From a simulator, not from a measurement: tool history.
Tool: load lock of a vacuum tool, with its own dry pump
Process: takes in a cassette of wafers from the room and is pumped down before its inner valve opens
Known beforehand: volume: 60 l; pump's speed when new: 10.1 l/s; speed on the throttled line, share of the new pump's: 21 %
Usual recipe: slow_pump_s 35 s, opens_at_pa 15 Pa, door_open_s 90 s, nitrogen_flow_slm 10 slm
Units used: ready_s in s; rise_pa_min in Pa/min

| run | hour | slow_pump_s | opens_at_pa | door_open_s | nitrogen_flow_slm | incoming humidity of the room's air, % | ready_s | rise_pa_min |
|---|---|---|---|---|---|---|---|---|
| 1 | 0 | 35 | 15 | 90 | 10 | 48.9 | 80.3 | 0.047 |
| 2 | 49.9 | 35 | 15 | 90 | 10 | 42 | 79.9 | 0.033 |
| 3 | 132.2 | 35 | 15 | 109 | 10 | 44 | 80.1 | 0.037 |
| 4 | 218 | 35 | 17 | 109 | 10 | 45.9 | 79.5 | 0.045 |
| 5 | 277.3 | 35 | 17 | 109 | 10 | 46.7 | 79.7 | 0.044 |
| 6 | 351.2 | 35 | 17 | 109 | 10 | 46.7 | 79.5 | 0.049 |
| 7 | 420.9 | 35 | 15 | 90 | 10 | 43.1 | 79.9 | 0.04 |
| 8 | 481 | 35 | 15 | 90 | 10 | 43.3 | 80.4 | 0.036 |
| 9 | 552.2 | 35 | 18 | 90 | 10 | 41.7 | 79 | 0.034 |
| 10 | 629.6 | 35 | 15 | 90 | 10 | 47.7 | 80.5 | 0.043 |
| 11 | 688.7 | 35 | 15 | 90 | 10 | 46.9 | 79.5 | 0.039 |
| 12 | 742.5 | 35 | 15 | 90 | 10 | 41.2 | 80.6 | 0.04 |
| 13 | 796.8 | 35 | 15 | 90 | 10 | 46.6 | 79.9 | 0.043 |
| 14 | 888.3 | 35 | 15 | 90 | 10 | 43 | 80 | 0.039 |
| 15 | 934.3 | 35 | 15 | 90 | 10 | 47.4 | 80 | 0.041 |
| 16 | 1028.8 | 35 | 15 | 90 | 10 | 45.8 | 80.8 | 0.044 |
| 17 | 1095.8 | 35 | 15 | 90 | 10 | 39.7 | 80.5 | 0.037 |
| 18 | 1179.5 | 35 | 15 | 90 | 10 | 43.2 | 79.7 | 0.033 |
| 19 | 1267.1 | 35 | 15 | 90 | 10 | 44 | 79.9 | 0.035 |
| 20 | 1361.1 | 58 | 26 | 90 | 10 | 40.7 | 94 | 0.034 |
| 21 | 1413.1 | 58 | 26 | 90 | 10 | 48.5 | 95.9 | 0.043 |
| 22 | 1463.8 | 31 | 15 | 34 | 10 | 43.3 | 76.6 | 0.031 |
| 23 | 1547.3 | 27 | 15 | 84 | 31 | 46.8 | 74.7 | 0.023 |
| 24 | 1616.7 | 20 | 20 | 214 | 31 | 44.8 | 67.2 | 0.031 |
| 25 | 1667.1 | 35 | 14 | 50 | 10 | 42.2 | 81.2 | 0.029 |
| 26 | 1716.1 | 34 | 15 | 90 | 5 | 45.6 | 80 | 0.044 |
| 27 | 1790.5 | 35 | 13 | 90 | 21 | 44.5 | 82.3 | 0.031 |
| 28 | 1855.3 | 35 | 18 | 27 | 11 | 44.5 | 79.1 | 0.028 |
| 29 | 1933.1 | 35 | 15 | 90 | 10 | 46.7 | 80.2 | 0.043 |
| 30 | 1998.9 | 45 | 15 | 69 | 12 | 46.2 | 87.7 | 0.038 |
| 31 | 2047.7 | 35 | 15 | 117 | 18 | 43.9 | 79.8 | 0.035 |
| 32 | 2105.3 | 42 | 19 | 68 | 6 | 40.4 | 84.6 | 0.037 |
| 33 | 2200.7 | 42 | 19 | 68 | 6 | 45.4 | 83.2 | 0.045 |
| 34 | 2294.7 | 42 | 19 | 205 | 6 | 45.2 | 85.4 | 0.064 |
| 35 | 2377.2 | 37 | 10 | 38 | 4 | 44.5 | 85 | 0.036 |
| 36 | 2453.6 | 36 | 15 | 154 | 13 | 42.7 | 81.3 | 0.038 |
| 37 | 2505.9 | 36 | 15 | 154 | 13 | 48.6 | 81.7 | 0.05 |

Alternative continuations, all from the tool just after run 37; predict every row:
| A | 2553.6 | 35 | 15 | 90 | 43 | 45.6 | ? | ? |
| B | 2553.6 | 36 | 15 | 69 | 13 | 46.8 | ? | ? |
| C | 2553.6 | 31 | 15 | 48 | 10 | 44.7 | ? | ? |

| run | ready_s | rise_pa_min |
|---|---|---|
| A | 80.4 | 0.02 |
| B | 80.9 | 0.037 |
| C | 77.5 | 0.034 |
Take away the tool's hidden state, keep each run's random variation, and the runs would have read:
| run | ready_s | rise_pa_min |
|---|---|---|
| A | 80.4 | 0.019 |
| B | 80.9 | 0.036 |
| C | 77.5 | 0.033 |
